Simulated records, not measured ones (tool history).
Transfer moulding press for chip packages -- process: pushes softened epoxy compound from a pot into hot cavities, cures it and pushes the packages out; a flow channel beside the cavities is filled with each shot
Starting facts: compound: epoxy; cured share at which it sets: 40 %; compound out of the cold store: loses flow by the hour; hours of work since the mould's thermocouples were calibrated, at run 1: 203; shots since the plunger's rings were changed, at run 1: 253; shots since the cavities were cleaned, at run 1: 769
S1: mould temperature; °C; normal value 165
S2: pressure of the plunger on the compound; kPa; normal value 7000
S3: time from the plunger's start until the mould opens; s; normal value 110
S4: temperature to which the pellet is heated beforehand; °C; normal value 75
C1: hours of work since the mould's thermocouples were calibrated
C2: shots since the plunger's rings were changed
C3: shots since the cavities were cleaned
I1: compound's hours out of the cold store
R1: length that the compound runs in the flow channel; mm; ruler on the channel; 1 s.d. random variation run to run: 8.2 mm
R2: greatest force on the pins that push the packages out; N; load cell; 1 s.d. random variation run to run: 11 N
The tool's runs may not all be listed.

| run | hour | S1 | S2 | S3 | S4 | C1 | C2 | C3 | I1 | R1 | R2 |
|---|---|---|---|---|---|---|---|---|---|---|---|
| 1 | 0 | 165 | 7000 | 110 | 75 | 203 | 253 | 769 | 44.2 | 828 | 676 |
|  | 33.1 | cavities cleaned with cleaning compound and waxed |
| 2 | 35.6 | 165 | 7000 | 110 | 71 | 221 | 546 | 21 | 14.1 | 968 | 553 |
| 3 | 74.7 | 165 | 5980 | 110 | 75 | 240 | 882 | 357 | 30.1 | 821 | 674 |
| 4 | 120.9 | 165 | 7000 | 110 | 75 | 264 | 1280 | 755 | 46.5 | 807 | 670 |
| 5 | 152.2 | 165 | 7000 | 110 | 77 | 280 | 1549 | 1024 | 27.7 | 882 | 717 |
|  | 156.8 | cavities cleaned with cleaning compound and waxed |
| 6 | 187.1 | 165 | 7000 | 110 | 77 | 297 | 1836 | 261 | 46.7 | 796 | 581 |
| 7 | 218.2 | 165 | 7000 | 110 | 75 | 312 | 2104 | 529 | 25.2 | 893 | 668 |
| 8 | 270.1 | 165 | 7000 | 110 | 75 | 339 | 2550 | 975 | 25.5 | 888 | 717 |
|  | 278.2 | cavities cleaned with cleaning compound and waxed |
| 9 | 318.7 | 165 | 7000 | 110 | 75 | 363 | 2956 | 349 | 42.7 | 808 | 613 |
| 10 | 355 | 165 | 7000 | 110 | 75 | 381 | 3267 | 660 | 12.2 | 943 | 704 |
|  | 401.2 | cavities cleaned with cleaning compound and waxed |
| 11 | 405.8 | 165 | 7000 | 110 | 75 | 406 | 3692 | 40 | 10.7 | 937 | 557 |
| 12 | 444.3 | 165 | 7000 | 110 | 75 | 426 | 4023 | 371 | 23.9 | 867 | 654 |
| 13 | 473.4 | 165 | 7000 | 110 | 75 | 440 | 4273 | 621 | 45.5 | 778 | 672 |
| 14 | 512.9 | 165 | 7000 | 110 | 75 | 461 | 4613 | 961 | 17.4 | 894 | 755 |
|  | 526 | cavities cleaned with cleaning compound and waxed |
|  | 543 | plunger's sealing rings changed |
| 15 | 552.5 | 165 | 7000 | 136 | 71 | 479 | 81 | 206 | 12.4 | 988 | 525 |
| 16 | 596.5 | 167 | 5900 | 120 | 84 | 501 | 460 | 585 | 13.8 | 885 | 605 |
| 17 | 618.4 | 167 | 8780 | 120 | 71 | 512 | 648 | 773 | 10.4 | 1108 | 618 |
| 18 | 642.5 | 165 | 7000 | 129 | 79 | 524 | 856 | 981 | 17.5 | 949 | 640 |
|  | 651.6 | cavities cleaned with cleaning compound and waxed |
| 19 | 677.2 | 165 | 7000 | 129 | 79 | 541 | 1141 | 220 | 43.9 | 821 | 494 |
| 20 | 727.4 | 165 | 7000 | 129 | 79 | 567 | 1572 | 651 | 37.6 | 839 | 588 |
| 21 | 755.3 | 165 | 7000 | 110 | 78 | 581 | 1812 | 891 | 28.4 | 882 | 722 |
|  | 774.8 | cavities cleaned with cleaning compound and waxed |
| 22 | 809.2 | 165 | 7000 | 115 | 69 | 607 | 2263 | 295 | 22.3 | 914 | 623 |
| 23 | 843.6 | 165 | 7000 | 150 | 75 | 625 | 2560 | 592 | 37 | 845 | 538 |
| 24 | 871.5 | 165 | 7000 | 150 | 65 | 639 | 2799 | 831 | 47.4 | 779 | 587 |
|  | 898.3 | cavities cleaned with cleaning compound and waxed |
| 25 | 922.9 | 165 | 7000 | 150 | 65 | 664 | 3229 | 212 | 10.7 | 942 | 499 |
|  | 938.7 | mould's thermocouples calibrated |
| 26 | 963.7 | 171 | 7000 | 110 | 75 | 13 | 3562 | 545 | 8.8 | 933 | 561 |
| 27 | 996.9 | 171 | 7000 | 110 | 67 | 30 | 3848 | 831 | 21.2 | 866 | 596 |

Branching from run 27: 5 alternative next runs. What would each branch give?
|  | 1023.7 | cavities cleaned with cleaning compound and waxed |
| A | 1033.9 | 171 | 7000 | 134 | 67 | 48 | 4153 | 87 | 11.2 | ? | ? |
|  | 1023.7 | cavities cleaned with cleaning compound and waxed |
| B | 1033.9 | 171 | 6310 | 110 | 83 | 48 | 4153 | 87 | 21.7 | ? | ? |
|  | 1023.7 | cavities cleaned with cleaning compound and waxed |
| C | 1033.9 | 171 | 7000 | 128 | 75 | 48 | 4153 | 87 | 16.3 | ? | ? |
|  | 1023.7 | cavities cleaned with cleaning compound and waxed |
| D | 1033.9 | 165 | 7770 | 146 | 75 | 48 | 4153 | 87 | 15 | ? | ? |
|  | 1023.7 | cavities cleaned with cleaning compound and waxed |
| E | 1033.9 | 164 | 7000 | 103 | 67 | 48 | 4153 | 87 | 8.2 | ? | ? |

| run | R1 | R2 |
|---|---|---|
| A | 910 | 439 |
| B | 819 | 478 |
| C | 889 | 460 |
| D | 965 | 450 |
| E | 950 | 671 |
The same runs, with their run-to-run variation unchanged, on a tool lacking any hidden condition would have given:
| run | R1 | R2 |
|---|---|---|
| A | 971 | 407 |
| B | 873 | 445 |
| C | 948 | 427 |
| D | 1030 | 418 |
| E | 1013 | 633 |

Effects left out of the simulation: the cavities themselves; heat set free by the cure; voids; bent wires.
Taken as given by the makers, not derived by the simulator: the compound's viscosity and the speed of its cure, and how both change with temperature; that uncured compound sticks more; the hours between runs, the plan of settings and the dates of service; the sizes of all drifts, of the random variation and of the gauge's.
